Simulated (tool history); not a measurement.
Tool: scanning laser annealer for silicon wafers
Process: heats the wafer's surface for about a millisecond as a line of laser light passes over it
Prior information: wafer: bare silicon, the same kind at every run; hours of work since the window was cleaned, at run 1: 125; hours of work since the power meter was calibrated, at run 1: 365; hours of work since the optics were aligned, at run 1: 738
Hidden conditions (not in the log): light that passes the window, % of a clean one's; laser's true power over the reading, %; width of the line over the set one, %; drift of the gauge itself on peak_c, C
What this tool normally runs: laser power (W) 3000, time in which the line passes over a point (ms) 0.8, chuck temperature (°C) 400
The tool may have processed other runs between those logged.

run    day  laser power (W)  time in which the line passes over a point (ms)  chuck temperature (°C)  hours of work since the window was cleaned  hours of work since the power meter was calibrated  hours of work since the optics were aligned  highest temperature of the surface (°C)
  1      0             3000                                              0.8                     400                                         125                                                 365                                          738                                     1167
  2  0.404             3000                                              0.8                     400                                         131                                                 370                                          744                                     1164
  3  0.779             3000                                              0.8                     400                                         136                                                 376                                          749                                     1168
  4  1.358             3000                                              0.8                     400                                         144                                                 384                                          757                                     1169
  5  1.929             3000                                              0.8                     400                                         153                                                 392                                          765                                     1163
  6    2.2             3000                                              0.8                     438                                         156                                                 396                                          769                                     1205
  7  2.583             3000                                              0.8                     438                                         162                                                 402                                          775                                     1201
  8   2.85             3000                                              0.8                     400                                         166                                                 405                                          778                                     1165
  9    3.2             3000                                              0.8                     400                                         171                                                 410                                          784                                     1165
 10  3.542             3000                                              0.8                     400                                         176                                                 415                                          788                                     1164
 11  4.088             3000                                              0.8                     400                                         183                                                 423                                          796                                     1161
 12  4.396             3000                                              0.8                     400                                         188                                                 427                                          801                                     1162
 13  4.742             3000                                              0.8                     400                                         193                                                 432                                          805                                     1160
     4.879  -- window over the wafer cleaned
 14  5.446             3000                                              0.8                     400                                           8                                                 441                                          814                                     1149
 15  6.033             2895                                              0.8                     372                                          16                                                 450                                          823                                     1093
 16    6.5             2918                                            0.984                     396                                          23                                                 456                                          829                                     1187
 17    7.1             2918                                            0.984                     396                                          32                                                 465                                          838                                     1194
 18  7.388             3000                                            0.653                     426                                          36                                                 469                                          842                                     1105
     7.638  -- window over the wafer cleaned, once more
 19  7.929             3000                                            0.653                     426                                           4                                                 475                                          849                                     1136
 20  8.483             3000                                            0.653                     426                                          12                                                 483                                          857                                     1130
 21  8.779             3000                                            0.663                     400                                          16                                                 488                                          861                                     1112
 22  9.329             3000                                            0.663                     400                                          24                                                 495                                          869                                     1110

What if the next run were any one of these 3? Each begins from the tool's condition after run 22:
  A  9.883             3000                                              0.8                     375                                          32                                                 503                                          877                                        ?
  B  9.883             3005                                            0.694                     400                                          32                                                 503                                          877                                        ?
  C  9.883             2749                                            0.663                     400                                          32                                                 503                                          877                                        ?

run  highest temperature of the surface (°C)
  A                                     1148
  B                                     1128
  C                                     1047
The same runs, with their run-to-run variation unchanged, on a tool lacking any hidden condition would have given:
run  highest temperature of the surface (°C)
  A                                     1156
  B                                     1136
  C                                     1054
